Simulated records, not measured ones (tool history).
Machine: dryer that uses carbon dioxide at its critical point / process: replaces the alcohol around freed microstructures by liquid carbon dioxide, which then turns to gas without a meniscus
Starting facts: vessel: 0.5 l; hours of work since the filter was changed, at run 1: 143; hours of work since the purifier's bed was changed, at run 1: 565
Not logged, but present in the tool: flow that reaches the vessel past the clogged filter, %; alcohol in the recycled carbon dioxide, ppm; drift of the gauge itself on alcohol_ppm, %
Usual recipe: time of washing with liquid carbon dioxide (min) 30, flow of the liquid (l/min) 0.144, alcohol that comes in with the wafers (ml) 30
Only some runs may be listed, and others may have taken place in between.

run	hour	time of washing with liquid carbon dioxide (min)	flow of the liquid (l/min)	alcohol that comes in with the wafers (ml)	hours of work since the filter was changed	hours of work since the purifier's bed was changed	alcohol left in the vessel before it's heated (ppm by volume)
1	0.0	30	0.144	30	143	565	151
2	14.0	30	0.144	30	152	574	148
3	31.6	30	0.144	30	164	586	162
4	46.5	30	0.144	30	173	595	162
5	66.4	36	0.144	30	186	608	134
6	95.3	36	0.144	30	205	627	144
7	117.2	36	0.144	30	219	642	144
8	143.5	36	0.144	30	237	659	137
9	169.2	30	0.144	30	253	675	173
10	200.2	30	0.144	30	273	696	189
11	229.9	36	0.144	30	293	715	162
12	246.5	30	0.144	30	304	726	201
13	268.5	30	0.144	30	318	740	204
14	288.2	30	0.144	30	331	753	211
# hour 298.4: inlet filter changed
15	319.0	30	0.144	30	13	772	185
16	349.3	30	0.144	30	33	792	193
17	365.3	30	0.144	30	44	803	187
18	377.8	33	0.110	64	52	811	357
19	407.4	30	0.135	106	71	830	330
20	438.4	30	0.234	78	91	850	178
21	463.2	33	0.144	84	107	866	222
22	476.9	30	0.196	30	116	875	175
23	504.5	30	0.196	30	134	893	188
24	520.0	30	0.093	30	144	903	673
25	546.8	30	0.093	30	162	921	686
26	560.6	23	0.171	32	171	930	261
27	584.5	23	0.171	32	186	945	283
28	600.7	19	0.093	30	197	956	3145
29	614.1	19	0.093	111	206	965	11218
30	631.0	30	0.217	22	217	976	199
31	656.7	19	0.224	43	233	992	274
32	685.1	19	0.224	43	252	1011	291
33	705.7	19	0.148	43	265	1024	1043
34	734.7	19	0.148	43	284	1043	1064

Each row is a separate what-if for the run after 34, all from the same tool condition, not one after another. Results?
A	750.0	37	0.148	43	294	1053	?
B	750.0	34	0.148	71	294	1053	?
C	750.0	42	0.199	30	294	1053	?

run	alcohol left in the vessel before it's heated (ppm by volume)
A	220
B	263
C	225
Stripped of hidden state, with their random variation kept, the same runs would have yielded:
run	alcohol left in the vessel before it's heated (ppm by volume)
A	8
B	24
C	11
